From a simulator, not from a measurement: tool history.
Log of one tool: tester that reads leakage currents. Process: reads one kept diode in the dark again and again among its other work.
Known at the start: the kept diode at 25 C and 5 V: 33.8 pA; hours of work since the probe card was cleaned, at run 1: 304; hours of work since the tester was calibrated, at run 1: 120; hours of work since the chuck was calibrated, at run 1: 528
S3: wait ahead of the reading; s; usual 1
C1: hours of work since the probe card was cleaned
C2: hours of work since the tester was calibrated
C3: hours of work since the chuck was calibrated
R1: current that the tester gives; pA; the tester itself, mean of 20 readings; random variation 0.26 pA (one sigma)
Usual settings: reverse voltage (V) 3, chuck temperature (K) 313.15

{"run": 1, "hour": 0.0, "reverse voltage (V)": 3, "chuck temperature (K)": 313.15, "S3": 1, "C1": 304, "C2": 120, "C3": 528, "R1": 78.9}
{"run": 2, "hour": 86.9, "reverse voltage (V)": 3, "chuck temperature (K)": 313.15, "S3": 1, "C1": 373, "C2": 188, "C3": 596, "R1": 78.04}
{"run": 3, "hour": 131.6, "reverse voltage (V)": 3, "chuck temperature (K)": 313.15, "S3": 1, "C1": 408, "C2": 223, "C3": 631, "R1": 77.18}
{"run": 4, "hour": 233.2, "reverse voltage (V)": 3, "chuck temperature (K)": 313.15, "S3": 1, "C1": 487, "C2": 303, "C3": 711, "R1": 77.31}
{"run": 5, "hour": 304.0, "reverse voltage (V)": 3, "chuck temperature (K)": 328.15, "S3": 1, "C1": 543, "C2": 359, "C3": 766, "R1": 198}
{"hour": 352.4, "done": "chuck's temperature calibrated"}
{"run": 6, "hour": 375.3, "reverse voltage (V)": 13.22, "chuck temperature (K)": 328.15, "S3": 1, "C1": 597, "C2": 413, "C3": 18, "R1": 358.19}
{"run": 7, "hour": 467.3, "reverse voltage (V)": 3, "chuck temperature (K)": 302.15, "S3": 1, "C1": 669, "C2": 485, "C3": 90, "R1": 41.1}
{"run": 8, "hour": 547.4, "reverse voltage (V)": 6.38, "chuck temperature (K)": 313.15, "S3": 1, "C1": 732, "C2": 548, "C3": 153, "R1": 109.64}
{"run": 9, "hour": 639.3, "reverse voltage (V)": 17.72, "chuck temperature (K)": 313.15, "S3": 1, "C1": 804, "C2": 620, "C3": 225, "R1": 160.37}
{"run": 10, "hour": 737.9, "reverse voltage (V)": 2.75, "chuck temperature (K)": 313.15, "S3": 1, "C1": 881, "C2": 697, "C3": 302, "R1": 81.34}
{"run": 11, "hour": 834.2, "reverse voltage (V)": 3, "chuck temperature (K)": 313.15, "S3": 1, "C1": 957, "C2": 772, "C3": 378, "R1": 82.9}
{"run": 12, "hour": 923.6, "reverse voltage (V)": 3, "chuck temperature (K)": 313.15, "S3": 1, "C1": 1027, "C2": 842, "C3": 448, "R1": 82.26}
{"run": 13, "hour": 984.4, "reverse voltage (V)": 3, "chuck temperature (K)": 313.15, "S3": 1, "C1": 1074, "C2": 890, "C3": 495, "R1": 81.4}
{"run": 14, "hour": 1064.4, "reverse voltage (V)": 3, "chuck temperature (K)": 313.15, "S3": 1, "C1": 1137, "C2": 953, "C3": 558, "R1": 80.68}
{"run": 15, "hour": 1146.2, "reverse voltage (V)": 14.89, "chuck temperature (K)": 313.15, "S3": 1, "C1": 1201, "C2": 1017, "C3": 622, "R1": 146.7}
{"run": 16, "hour": 1214.8, "reverse voltage (V)": 14.89, "chuck temperature (K)": 313.15, "S3": 1, "C1": 1255, "C2": 1071, "C3": 676, "R1": 145.97}
{"run": 17, "hour": 1307.7, "reverse voltage (V)": 14.89, "chuck temperature (K)": 313.15, "S3": 1, "C1": 1327, "C2": 1143, "C3": 748, "R1": 145.97}
{"hour": 1372.9, "done": "chuck's temperature calibrated"}
{"run": 18, "hour": 1408.9, "reverse voltage (V)": 14.89, "chuck temperature (K)": 313.15, "S3": 1, "C1": 1405, "C2": 1221, "C3": 28, "R1": 158.82}
{"run": 19, "hour": 1478.1, "reverse voltage (V)": 3, "chuck temperature (K)": 313.15, "S3": 0.67, "C1": 1459, "C2": 1275, "C3": 82, "R1": 86.37}
{"run": 20, "hour": 1548.9, "reverse voltage (V)": 3, "chuck temperature (K)": 314.15, "S3": 0.67, "C1": 1515, "C2": 1331, "C3": 138, "R1": 91.64}
{"run": 21, "hour": 1627.9, "reverse voltage (V)": 3, "chuck temperature (K)": 301.15, "S3": 1.93, "C1": 1577, "C2": 1393, "C3": 200, "R1": 39.06}
{"run": 22, "hour": 1672.0, "reverse voltage (V)": 1.32, "chuck temperature (K)": 294.15, "S3": 4.01, "C1": 1611, "C2": 1427, "C3": 234, "R1": 17.7}
{"run": 23, "hour": 1750.9, "reverse voltage (V)": 1.04, "chuck temperature (K)": 313.15, "S3": 1, "C1": 1673, "C2": 1489, "C3": 296, "R1": 58.46}
{"run": 24, "hour": 1796.0, "reverse voltage (V)": 1.32, "chuck temperature (K)": 310.15, "S3": 1.41, "C1": 1709, "C2": 1524, "C3": 332, "R1": 51.83}
{"run": 25, "hour": 1840.5, "reverse voltage (V)": 12.11, "chuck temperature (K)": 322.15, "S3": 2.06, "C1": 1743, "C2": 1559, "C3": 366, "R1": 238.95}
{"run": 26, "hour": 1924.7, "reverse voltage (V)": 12.11, "chuck temperature (K)": 322.15, "S3": 2.06, "C1": 1809, "C2": 1625, "C3": 432, "R1": 236.4}
{"run": 27, "hour": 1997.5, "reverse voltage (V)": 5.31, "chuck temperature (K)": 322.15, "S3": 1.62, "C1": 1866, "C2": 1682, "C3": 489, "R1": 175.67}
{"run": 28, "hour": 2083.9, "reverse voltage (V)": 3.14, "chuck temperature (K)": 312.15, "S3": 1.62, "C1": 1934, "C2": 1750, "C3": 557, "R1": 77.77}
{"run": 29, "hour": 2174.6, "reverse voltage (V)": 3.14, "chuck temperature (K)": 299.15, "S3": 5.54, "C1": 2005, "C2": 1821, "C3": 628, "R1": 34}
{"run": 30, "hour": 2252.9, "reverse voltage (V)": 3.14, "chuck temperature (K)": 299.15, "S3": 5.54, "C1": 2067, "C2": 1882, "C3": 689, "R1": 33.85}
{"run": 31, "hour": 2348.9, "reverse voltage (V)": 1.32, "chuck temperature (K)": 299.15, "S3": 0.89, "C1": 2142, "C2": 1958, "C3": 765, "R1": 23.78}
{"hour": 2399.1, "done": "chuck's temperature calibrated"}
{"run": 32, "hour": 2404.3, "reverse voltage (V)": 5.79, "chuck temperature (K)": 314.15, "S3": 1.26, "C1": 2184, "C2": 1999, "C3": 4, "R1": 122.54}

Run 33 comes next. What will it give?
{"hour": 2449.7, "done": "probe card cleaned and baked"}
{"run": 33, "hour": 2473.5, "reverse voltage (V)": 4.77, "chuck temperature (K)": 310.15, "S3": 8.82, "C1": 19, "C2": 2051, "C3": 56, "R1": "?"}

{"run 33": {"R1": 78.45}}
Without the tool's hidden state the same run would have given R1 78.48 pA.

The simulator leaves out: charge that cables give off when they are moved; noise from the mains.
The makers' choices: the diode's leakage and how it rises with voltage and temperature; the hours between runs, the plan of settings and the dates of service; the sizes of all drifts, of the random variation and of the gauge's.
